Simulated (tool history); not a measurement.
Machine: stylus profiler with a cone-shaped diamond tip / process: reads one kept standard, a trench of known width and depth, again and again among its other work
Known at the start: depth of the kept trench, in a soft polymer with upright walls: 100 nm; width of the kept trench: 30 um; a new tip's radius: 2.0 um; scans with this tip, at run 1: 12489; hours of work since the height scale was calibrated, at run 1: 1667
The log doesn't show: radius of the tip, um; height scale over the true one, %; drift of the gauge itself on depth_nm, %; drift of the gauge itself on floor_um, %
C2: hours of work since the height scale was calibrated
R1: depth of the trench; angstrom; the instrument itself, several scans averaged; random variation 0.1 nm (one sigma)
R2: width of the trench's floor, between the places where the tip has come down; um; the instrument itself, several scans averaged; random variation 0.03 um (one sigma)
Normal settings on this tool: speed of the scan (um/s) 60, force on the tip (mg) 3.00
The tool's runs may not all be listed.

run 1 hour=0.0 | speed_of_the_scan_(um/s)=60 force_on_the_tip_(mg)=3.00 | scans_with_this_tip=12489 C2=1667 | R1=1001.2 R2=27.74
run 2 hour=31.8 | speed_of_the_scan_(um/s)=60 force_on_the_tip_(mg)=3.00 | scans_with_this_tip=12647 C2=1688 | R1=1002.0 R2=27.70
run 3 hour=86.1 | speed_of_the_scan_(um/s)=60 force_on_the_tip_(mg)=3.00 | scans_with_this_tip=12917 C2=1724 | R1=1003.2 R2=27.64
run 4 hour=122.4 | speed_of_the_scan_(um/s)=60 force_on_the_tip_(mg)=3.00 | scans_with_this_tip=13097 C2=1748 | R1=999.9 R2=27.67
run 5 hour=171.6 | speed_of_the_scan_(um/s)=60 force_on_the_tip_(mg)=1.75 | scans_with_this_tip=13342 C2=1781 | R1=1001.8 R2=27.62
run 6 hour=236.1 | speed_of_the_scan_(um/s)=41 force_on_the_tip_(mg)=3.00 | scans_with_this_tip=13662 C2=1824 | R1=1001.1 R2=27.69
-- hour=249.6 new tip fitted, height scale calibrated
run 7 hour=301.9 | speed_of_the_scan_(um/s)=60 force_on_the_tip_(mg)=8.88 | scans_with_this_tip=261 C2=35 | R1=1014.3 R2=28.57
run 8 hour=367.0 | speed_of_the_scan_(um/s)=161 force_on_the_tip_(mg)=8.88 | scans_with_this_tip=584 C2=78 | R1=1013.8 R2=28.36
run 9 hour=401.6 | speed_of_the_scan_(um/s)=60 force_on_the_tip_(mg)=3.00 | scans_with_this_tip=756 C2=101 | R1=1006.5 R2=28.41
run 10 hour=442.2 | speed_of_the_scan_(um/s)=60 force_on_the_tip_(mg)=3.00 | scans_with_this_tip=958 C2=128 | R1=1006.0 R2=28.46
run 11 hour=481.7 | speed_of_the_scan_(um/s)=60 force_on_the_tip_(mg)=1.77 | scans_with_this_tip=1154 C2=154 | R1=1007.5 R2=28.35
run 12 hour=528.4 | speed_of_the_scan_(um/s)=60 force_on_the_tip_(mg)=1.77 | scans_with_this_tip=1387 C2=185 | R1=1005.1 R2=28.29
run 13 hour=606.7 | speed_of_the_scan_(um/s)=60 force_on_the_tip_(mg)=3.00 | scans_with_this_tip=1776 C2=237 | R1=1005.4 R2=28.42
run 14 hour=662.5 | speed_of_the_scan_(um/s)=60 force_on_the_tip_(mg)=3.00 | scans_with_this_tip=2053 C2=274 | R1=1005.1 R2=28.34
run 15 hour=694.7 | speed_of_the_scan_(um/s)=60 force_on_the_tip_(mg)=3.00 | scans_with_this_tip=2214 C2=295 | R1=1006.7 R2=28.36
run 16 hour=733.8 | speed_of_the_scan_(um/s)=60 force_on_the_tip_(mg)=3.00 | scans_with_this_tip=2408 C2=321 | R1=1006.3 R2=28.40
run 17 hour=778.9 | speed_of_the_scan_(um/s)=60 force_on_the_tip_(mg)=3.00 | scans_with_this_tip=2632 C2=351 | R1=1006.2 R2=28.34
run 18 hour=833.4 | speed_of_the_scan_(um/s)=206 force_on_the_tip_(mg)=1.26 | scans_with_this_tip=2903 C2=387 | R1=1002.7 R2=27.40
run 19 hour=898.1 | speed_of_the_scan_(um/s)=206 force_on_the_tip_(mg)=1.26 | scans_with_this_tip=3225 C2=430 | R1=1001.5 R2=27.36
run 20 hour=931.0 | speed_of_the_scan_(um/s)=206 force_on_the_tip_(mg)=1.26 | scans_with_this_tip=3389 C2=452 | R1=1003.9 R2=27.32
run 21 hour=980.8 | speed_of_the_scan_(um/s)=47 force_on_the_tip_(mg)=5.42 | scans_with_this_tip=3636 C2=485 | R1=1009.9 R2=28.33
run 22 hour=1040.3 | speed_of_the_scan_(um/s)=187 force_on_the_tip_(mg)=1.35 | scans_with_this_tip=3932 C2=525 | R1=1002.2 R2=27.45
run 23 hour=1075.3 | speed_of_the_scan_(um/s)=15 force_on_the_tip_(mg)=3.00 | scans_with_this_tip=4106 C2=548 | R1=1004.4 R2=28.35
run 24 hour=1141.6 | speed_of_the_scan_(um/s)=15 force_on_the_tip_(mg)=3.00 | scans_with_this_tip=4435 C2=592 | R1=1003.3 R2=28.35
run 25 hour=1199.7 | speed_of_the_scan_(um/s)=60 force_on_the_tip_(mg)=1.93 | scans_with_this_tip=4724 C2=631 | R1=1006.5 R2=28.12
run 26 hour=1268.5 | speed_of_the_scan_(um/s)=60 force_on_the_tip_(mg)=1.93 | scans_with_this_tip=5066 C2=676 | R1=1004.1 R2=28.07
run 27 hour=1331.6 | speed_of_the_scan_(um/s)=60 force_on_the_tip_(mg)=1.93 | scans_with_this_tip=5380 C2=718 | R1=1003.4 R2=28.09
run 28 hour=1409.5 | speed_of_the_scan_(um/s)=60 force_on_the_tip_(mg)=1.93 | scans_with_this_tip=5768 C2=770 | R1=1003.7 R2=28.03
run 29 hour=1487.6 | speed_of_the_scan_(um/s)=60 force_on_the_tip_(mg)=7.41 | scans_with_this_tip=6156 C2=822 | R1=1010.2 R2=28.13
run 30 hour=1544.8 | speed_of_the_scan_(um/s)=60 force_on_the_tip_(mg)=7.41 | scans_with_this_tip=6440 C2=860 | R1=1011.0 R2=28.05
run 31 hour=1583.2 | speed_of_the_scan_(um/s)=60 force_on_the_tip_(mg)=7.41 | scans_with_this_tip=6631 C2=885 | R1=1009.6 R2=28.04
run 32 hour=1642.3 | speed_of_the_scan_(um/s)=34 force_on_the_tip_(mg)=8.20 | scans_with_this_tip=6925 C2=924 | R1=1012.8 R2=28.12

Some steps in R1, run to run, broken into two amounts with sign: the step expected even without the hidden condition (settings, incoming material, random variation), and the rest, left for the hidden condition together with whatever gauge scatter is not in both the measured and the hidden-condition-free result:
Run 2 -> 3: no setting changed, nothing entered. R1 +1.2 angstrom: hidden state -0.2, all else +1.4.
Run 4 -> 5: force on the tip (mg) 3.00 -> 1.75. R1 +1.9 angstrom: hidden state -0.2, all else +2.1.
Run 6 -> 7: speed of the scan (um/s) 41 -> 60, force on the tip (mg) 3.00 -> 8.88, new tip fitted, height scale calibrated. R1 +13.2 angstrom: hidden state +5.9, all else +7.3.
Run 8 -> 9: speed of the scan (um/s) 161 -> 60, force on the tip (mg) 8.88 -> 3.00. R1 -7.3 angstrom: hidden state +0.0, all else -7.3.
Run 21 -> 22: speed of the scan (um/s) 47 -> 187, force on the tip (mg) 5.42 -> 1.35. R1 -7.7 angstrom: hidden state -0.1, all else -7.6.
